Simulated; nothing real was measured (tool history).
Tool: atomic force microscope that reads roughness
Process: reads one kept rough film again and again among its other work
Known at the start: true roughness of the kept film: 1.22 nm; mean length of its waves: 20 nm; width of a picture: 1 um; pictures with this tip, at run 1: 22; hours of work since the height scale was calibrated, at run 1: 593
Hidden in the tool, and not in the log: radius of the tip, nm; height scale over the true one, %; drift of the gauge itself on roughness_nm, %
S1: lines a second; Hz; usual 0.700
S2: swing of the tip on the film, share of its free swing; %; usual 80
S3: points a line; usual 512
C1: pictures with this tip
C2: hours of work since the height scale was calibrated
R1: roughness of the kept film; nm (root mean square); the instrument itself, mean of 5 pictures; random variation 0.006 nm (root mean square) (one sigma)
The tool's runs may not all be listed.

| run | hour | S1 | S2 | S3 | C1 | C2 | R1 |
|---|---|---|---|---|---|---|---|
| 1 | 0.0 | 0.700 | 80 | 512 | 22 | 593 | 1.059 |
| 2 | 35.9 | 0.700 | 80 | 512 | 50 | 608 | 1.021 |
| 3 | 60.7 | 0.700 | 80 | 326 | 69 | 619 | 0.975 |
| 4 | 86.0 | 0.700 | 80 | 326 | 89 | 630 | 0.956 |
| 5 | 102.6 | 0.700 | 80 | 326 | 102 | 637 | 0.937 |
| 6 | 132.2 | 0.700 | 80 | 326 | 125 | 650 | 0.919 |
| 7 | 149.2 | 0.727 | 80 | 512 | 138 | 658 | 0.901 |
|  | 169.3 | new tip fitted |
| 8 | 171.6 | 0.700 | 80 | 726 | 1 | 667 | 1.097 |
| 9 | 188.0 | 0.700 | 80 | 512 | 14 | 674 | 1.065 |
| 10 | 220.8 | 0.700 | 80 | 512 | 39 | 689 | 1.024 |
| 11 | 252.9 | 0.700 | 80 | 512 | 64 | 703 | 0.996 |
| 12 | 274.6 | 0.700 | 80 | 512 | 81 | 712 | 0.978 |
| 13 | 303.3 | 0.700 | 80 | 512 | 103 | 725 | 0.937 |
| 14 | 321.5 | 0.700 | 80 | 512 | 117 | 733 | 0.936 |
| 15 | 341.2 | 0.700 | 80 | 635 | 132 | 741 | 0.908 |
|  | 345.0 | height scale calibrated on a step standard |
| 16 | 362.5 | 0.700 | 80 | 512 | 148 | 8 | 0.890 |
|  | 370.8 | new tip fitted |
| 17 | 378.8 | 0.700 | 80 | 512 | 6 | 15 | 1.062 |
| 18 | 399.6 | 3.124 | 66 | 408 | 22 | 24 | 1.015 |
| 19 | 415.4 | 3.443 | 74 | 594 | 34 | 31 | 0.965 |
| 20 | 432.9 | 1.192 | 90 | 700 | 48 | 38 | 0.955 |
| 21 | 449.2 | 1.192 | 65 | 403 | 60 | 45 | 1.014 |
| 22 | 469.8 | 1.192 | 65 | 403 | 76 | 54 | 0.979 |
|  | 495.1 | height scale calibrated on a step standard, once more |
| 23 | 505.5 | 1.192 | 65 | 403 | 103 | 5 | 0.975 |
| 24 | 541.3 | 1.192 | 65 | 403 | 131 | 20 | 0.934 |
|  | 570.3 | new tip fitted |
| 25 | 572.1 | 3.624 | 80 | 267 | 1 | 33 | 0.962 |
| 26 | 605.5 | 3.891 | 68 | 623 | 27 | 48 | 1.012 |
| 27 | 622.7 | 1.229 | 80 | 719 | 40 | 55 | 1.025 |
| 28 | 647.6 | 0.700 | 60 | 715 | 59 | 66 | 1.050 |
| 29 | 678.1 | 0.724 | 56 | 512 | 83 | 80 | 1.012 |
| 30 | 713.5 | 0.724 | 79 | 609 | 110 | 95 | 0.972 |
| 31 | 729.0 | 0.724 | 79 | 609 | 122 | 102 | 0.943 |
| 32 | 749.1 | 0.724 | 79 | 609 | 138 | 111 | 0.935 |
|  | 769.6 | new tip fitted |
| 33 | 769.9 | 0.724 | 79 | 609 | 0 | 120 | 1.101 |

How the hidden state differs across the entries between the runs, from the last listed run before each to the first after it:
Between runs 7 and 8: new tip fitted (hour 169.3)
  radius of the tip, nm: 22.6 -> 5.6; height scale over the true one, %: -1.04 -> -1.06
  measured less the result without the state, R1: -0.193 -> -0.019 nm (root mean square)
Between runs 15 and 16: height scale calibrated on a step standard (hour 345.0)
  radius of the tip, nm: 22.7 -> 24.5; height scale over the true one, %: -1.18 -> -2
  measured less the result without the state, R1: -0.196 -> -0.217 nm (root mean square)
Between runs 16 and 17: new tip fitted (hour 370.8)
  radius of the tip, nm: 24.5 -> 6.4; height scale over the true one, %: -2 -> -2.01
  measured less the result without the state, R1: -0.217 -> -0.039 nm (root mean square)
Between runs 22 and 23: height scale calibrated on a step standard, once more (hour 495.1)
  radius of the tip, nm: 14.6 -> 18.1; height scale over the true one, %: -2.07 -> -0.09
  measured less the result without the state, R1: -0.130 -> -0.145 nm (root mean square)
Between runs 24 and 25: new tip fitted (hour 570.3)
  radius of the tip, nm: 21.3 -> 5.4; height scale over the true one, %: -0.11 -> -0.13
  measured less the result without the state, R1: -0.175 -> -0.005 nm (root mean square)
Between runs 32 and 33: new tip fitted (hour 769.6)
  radius of the tip, nm: 21.9 -> 5.4; height scale over the true one, %: -0.26 -> -0.27
  measured less the result without the state, R1: -0.180 -> -0.008 nm (root mean square)

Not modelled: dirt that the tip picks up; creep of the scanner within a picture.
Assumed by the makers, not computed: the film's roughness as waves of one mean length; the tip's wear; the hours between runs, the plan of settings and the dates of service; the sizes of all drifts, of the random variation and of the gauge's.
